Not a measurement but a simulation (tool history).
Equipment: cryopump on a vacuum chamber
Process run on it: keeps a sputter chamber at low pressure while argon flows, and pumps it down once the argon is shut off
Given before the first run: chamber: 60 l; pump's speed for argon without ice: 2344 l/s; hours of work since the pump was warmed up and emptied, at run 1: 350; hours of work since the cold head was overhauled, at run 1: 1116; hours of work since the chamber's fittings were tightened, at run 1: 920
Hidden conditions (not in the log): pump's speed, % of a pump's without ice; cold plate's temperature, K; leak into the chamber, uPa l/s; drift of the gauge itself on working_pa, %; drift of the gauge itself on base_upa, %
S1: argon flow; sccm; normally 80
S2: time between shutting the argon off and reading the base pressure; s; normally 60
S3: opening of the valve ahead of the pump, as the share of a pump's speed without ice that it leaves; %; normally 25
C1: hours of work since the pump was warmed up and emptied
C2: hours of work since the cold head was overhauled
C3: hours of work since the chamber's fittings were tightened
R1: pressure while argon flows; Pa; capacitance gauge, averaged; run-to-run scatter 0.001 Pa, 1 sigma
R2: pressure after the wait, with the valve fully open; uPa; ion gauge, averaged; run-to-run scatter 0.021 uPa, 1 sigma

Run 1, hour 0.0: usual settings; C1 350; C2 1116; C3 920. Result: R1 0.2373 Pa, R2 0.65 uPa.
Run 2, hour 28.3: usual settings; C1 371; C2 1138; C3 942. Result: R1 0.2367 Pa, R2 0.65 uPa.
Run 3, hour 70.9: usual settings; C1 403; C2 1170; C3 974. Result: R1 0.2383 Pa, R2 0.64 uPa.
Run 4, hour 127.8: usual settings but S1 101 sccm; C1 446; C2 1213; C3 1017. Result: R1 0.3014 Pa, R2 0.62 uPa.
Run 5, hour 159.0: usual settings but S1 101 sccm; C1 470; C2 1237; C3 1041. Result: R1 0.3010 Pa, R2 0.65 uPa.
Run 6, hour 220.2: usual settings but S1 101 sccm; C1 516; C2 1283; C3 1087. Result: R1 0.3036 Pa, R2 0.68 uPa.
Run 7, hour 247.1: usual settings but S1 101 sccm; C1 537; C2 1304; C3 1107. Result: R1 0.3033 Pa, R2 0.67 uPa.
Run 8, hour 273.3: usual settings but S1 101 sccm; C1 557; C2 1323; C3 1127. Result: R1 0.3054 Pa, R2 0.68 uPa.
Run 9, hour 325.8: usual settings; C1 596; C2 1363; C3 1167. Result: R1 0.2404 Pa, R2 0.74 uPa.
Run 10, hour 372.1: usual settings but S3 20 %; C1 631; C2 1398; C3 1202. Result: R1 0.3003 Pa, R2 0.76 uPa.
Run 11, hour 434.3: usual settings but S2 26 s, S3 20 %; C1 679; C2 1445; C3 1249. Result: R1 0.3024 Pa, R2 1.17 uPa.
Run 12, hour 493.2: usual settings but S1 79 sccm; C1 723; C2 1490; C3 1294. Result: R1 0.2398 Pa, R2 0.74 uPa.
At hour 521.2: pump warmed up, emptied and cooled again.
Run 13, hour 538.6: usual settings but S1 79 sccm; C1 13; C2 1521; C3 1325. Result: R1 0.2288 Pa, R2 0.66 uPa.
Run 14, hour 576.0: usual settings but S1 79 sccm; C1 42; C2 1549; C3 1353. Result: R1 0.2307 Pa, R2 0.69 uPa.
Run 15, hour 616.3: usual settings but S1 79 sccm; C1 72; C2 1580; C3 1383. Result: R1 0.2283 Pa, R2 0.67 uPa.
Run 16, hour 644.1: usual settings but S1 79 sccm, S3 44 %; C1 93; C2 1601; C3 1404. Result: R1 0.1327 Pa, R2 0.70 uPa.
Run 17, hour 690.8: usual settings; C1 128; C2 1636; C3 1440. Result: R1 0.2348 Pa, R2 0.74 uPa.
Run 18, hour 748.9: usual settings but S2 27 s, S3 28 %; C1 173; C2 1680; C3 1484. Result: R1 0.2109 Pa, R2 1.10 uPa.
Run 19, hour 801.0: usual settings but S1 152 sccm; C1 212; C2 1720; C3 1523. Result: R1 0.4468 Pa, R2 0.72 uPa.
Run 20, hour 834.5: usual settings but S1 60 sccm, S2 100 s, S3 29 %; C1 237; C2 1745; C3 1549. Result: R1 0.1528 Pa, R2 0.58 uPa.
Run 21, hour 886.1: usual settings but S1 47 sccm, S2 34 s; C1 276; C2 1784; C3 1588. Result: R1 0.1391 Pa, R2 0.97 uPa.
Run 22, hour 914.4: usual settings but S1 55 sccm, S2 31 s, S3 23 %; C1 298; C2 1805; C3 1609. Result: R1 0.1773 Pa, R2 1.06 uPa.
Run 23, hour 968.7: usual settings but S1 35 sccm, S2 150 s, S3 39 %; C1 339; C2 1847; C3 1650. Result: R1 0.0674 Pa, R2 0.55 uPa.
Run 24, hour 1009.1: usual settings but S1 35 sccm, S2 150 s, S3 39 %; C1 370; C2 1877; C3 1681. Result: R1 0.0679 Pa, R2 0.57 uPa.
Run 25, hour 1038.5: usual settings but S1 52 sccm, S3 53 %; C1 392; C2 1899; C3 1703. Result: R1 0.0767 Pa, R2 0.78 uPa.
Run 26, hour 1083.8: usual settings but S3 43 %; C1 426; C2 1934; C3 1738. Result: R1 0.1418 Pa, R2 0.79 uPa.
Run 27, hour 1133.6: usual settings but S1 112 sccm, S2 38 s, S3 23 %; C1 464; C2 1972; C3 1775. Result: R1 0.3636 Pa, R2 0.99 uPa.
Run 28, hour 1160.2: usual settings but S1 98 sccm; C1 484; C2 1992; C3 1795. Result: R1 0.2917 Pa, R2 0.83 uPa.
Run 29, hour 1222.0: usual settings but S1 56 sccm, S2 281 s, S3 35 %; C1 531; C2 2039; C3 1842. Result: R1 0.1221 Pa, R2 0.58 uPa.
Run 30, hour 1247.7: usual settings but S1 56 sccm, S2 281 s, S3 35 %; C1 550; C2 2058; C3 1862. Result: R1 0.1230 Pa, R2 0.58 uPa.
Run 31, hour 1282.1: usual settings but S1 69 sccm, S2 32 s, S3 35 %; C1 577; C2 2084; C3 1888. Result: R1 0.1520 Pa, R2 1.16 uPa.
Run 32, hour 1338.5: usual settings but S1 69 sccm, S2 32 s, S3 35 %; C1 619; C2 2127; C3 1931. Result: R1 0.1535 Pa, R2 1.12 uPa.
Run 33, hour 1386.1: usual settings but S1 69 sccm, S2 32 s, S3 35 %; C1 655; C2 2163; C3 1967. Result: R1 0.1535 Pa, R2 1.18 uPa.
Run 34, hour 1448.7: usual settings but S1 69 sccm, S2 32 s, S3 35 %; C1 703; C2 2210; C3 2014. Result: R1 0.1551 Pa, R2 1.16 uPa.

Describe how what the log doesn't record of the tool's condition differs between the last listed run preceding each entry between runs and the first listed run following it.
From run 12 to run 13: pump warmed up, emptied and cooled again (hour 521.2)
  pump's speed, % of a pump's without ice: 83.4 -> 99; cold plate's temperature, K: 12.88 -> 12.9; leak into the chamber, uPa l/s: 778 -> 789
  measured less the result without the state, R1: +0.0125 -> +0.0016 Pa; R2: +0.27 -> +0.22 uPa
